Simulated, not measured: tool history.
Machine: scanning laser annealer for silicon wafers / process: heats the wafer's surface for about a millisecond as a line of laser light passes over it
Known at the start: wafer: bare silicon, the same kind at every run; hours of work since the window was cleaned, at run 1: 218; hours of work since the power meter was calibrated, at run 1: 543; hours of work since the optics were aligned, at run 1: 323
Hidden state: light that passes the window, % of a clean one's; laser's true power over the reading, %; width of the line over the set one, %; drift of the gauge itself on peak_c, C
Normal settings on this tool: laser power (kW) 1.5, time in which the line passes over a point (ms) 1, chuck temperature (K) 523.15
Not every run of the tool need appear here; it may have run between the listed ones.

| run | hour | laser power (kW) | time in which the line passes over a point (ms) | chuck temperature (K) | hours of work since the window was cleaned | hours of work since the power meter was calibrated | hours of work since the optics were aligned | highest temperature of the surface (K) |
|---|---|---|---|---|---|---|---|---|
| 1 | 0 | 1.5 | 1 | 523.15 | 218 | 543 | 323 | 1333.15 |
| 2 | 33.1 | 1.5 | 1 | 504.15 | 234 | 559 | 338 | 1313.15 |
| 3 | 57 | 1.445 | 1 | 523.15 | 245 | 570 | 349 | 1291.15 |
| 4 | 93.9 | 1.445 | 1.12 | 523.15 | 262 | 587 | 367 | 1340.15 |
| 5 | 135.7 | 1.445 | 1.12 | 523.15 | 282 | 607 | 386 | 1336.15 |
| 6 | 172.1 | 1.5 | 1.04 | 523.15 | 299 | 624 | 403 | 1347.15 |
| 7 | 194.5 | 1.5 | 1.04 | 559.15 | 309 | 634 | 414 | 1386.15 |
| 8 | 237 | 1.5 | 0.95 | 523.15 | 329 | 654 | 434 | 1314.15 |
| 9 | 263.2 | 1.5 | 0.95 | 523.15 | 342 | 667 | 446 | 1313.15 |
| 10 | 300.2 | 1.5 | 1 | 523.15 | 359 | 684 | 463 | 1332.15 |
| 11 | 322.5 | 1.5 | 1 | 523.15 | 369 | 694 | 474 | 1331.15 |
| 12 | 347.5 | 1.5 | 1 | 523.15 | 381 | 706 | 485 | 1334.15 |
| 13 | 377.1 | 1.5 | 1 | 523.15 | 395 | 720 | 499 | 1332.15 |
| 14 | 416.1 | 1.5 | 1 | 523.15 | 413 | 738 | 518 | 1336.15 |
| 15 | 458.9 | 1.5 | 0.74 | 523.15 | 433 | 758 | 538 | 1221.15 |
| 16 | 487 | 1.5 | 0.74 | 523.15 | 446 | 772 | 551 | 1222.15 |
| 17 | 507.3 | 1.5 | 0.74 | 523.15 | 456 | 781 | 560 | 1223.15 |
| 18 | 536.5 | 1.5 | 1.14 | 523.15 | 470 | 795 | 574 | 1385.15 |
| 19 | 577.8 | 1.518 | 1.14 | 523.15 | 489 | 814 | 593 | 1403.15 |
| 20 | 602.7 | 1.518 | 0.98 | 523.15 | 501 | 826 | 605 | 1336.15 |
| 21 | 644.3 | 1.5 | 0.85 | 523.15 | 520 | 845 | 625 | 1271.15 |
| 22 | 680.6 | 1.308 | 1 | 504.15 | 537 | 862 | 642 | 1178.15 |
| 23 | 720.3 | 1.515 | 1.04 | 523.15 | 556 | 881 | 660 | 1361.15 |
| 24 | 748.4 | 1.515 | 1.05 | 523.15 | 569 | 894 | 673 | 1364.15 |
| 25 | 769.4 | 1.644 | 0.76 | 493.15 | 579 | 904 | 683 | 1298.15 |
| 26 | 805.2 | 1.275 | 1.02 | 558.15 | 596 | 921 | 700 | 1215.15 |
| 27 | 829.7 | 1.335 | 0.75 | 559.15 | 607 | 932 | 711 | 1159.15 |
| 28 | 849.8 | 1.335 | 0.75 | 559.15 | 616 | 941 | 721 | 1162.15 |
| 29 | 878.6 | 1.632 | 1 | 528.15 | 630 | 955 | 734 | 1432.15 |
| 30 | 901.4 | 1.5 | 1 | 524.15 | 641 | 966 | 745 | 1337.15 |
| 31 | 947.4 | 1.337 | 0.87 | 520.15 | 662 | 987 | 767 | 1170.15 |
|  | 960.7 | window over the wafer cleaned |
| 32 | 990.9 | 1.337 | 0.85 | 552.15 | 14 | 1007 | 786 | 1194.15 |
| 33 | 1018.6 | 1.337 | 0.85 | 548.15 | 27 | 1020 | 799 | 1191.15 |
| 34 | 1048.8 | 1.337 | 0.85 | 548.15 | 41 | 1034 | 813 | 1189.15 |
| 35 | 1085.5 | 1.337 | 0.85 | 548.15 | 58 | 1051 | 830 | 1191.15 |

Expected results for the next run?
| 36 | 1125.1 | 1.444 | 1 | 512.15 | 77 | 1070 | 849 | ? |

Run 36 measured highest temperature of the surface (K) 1284.15.
If the tool had no hidden condition, the same run with the same run-to-run variation would have returned highest temperature of the surface (K) 1285.15.

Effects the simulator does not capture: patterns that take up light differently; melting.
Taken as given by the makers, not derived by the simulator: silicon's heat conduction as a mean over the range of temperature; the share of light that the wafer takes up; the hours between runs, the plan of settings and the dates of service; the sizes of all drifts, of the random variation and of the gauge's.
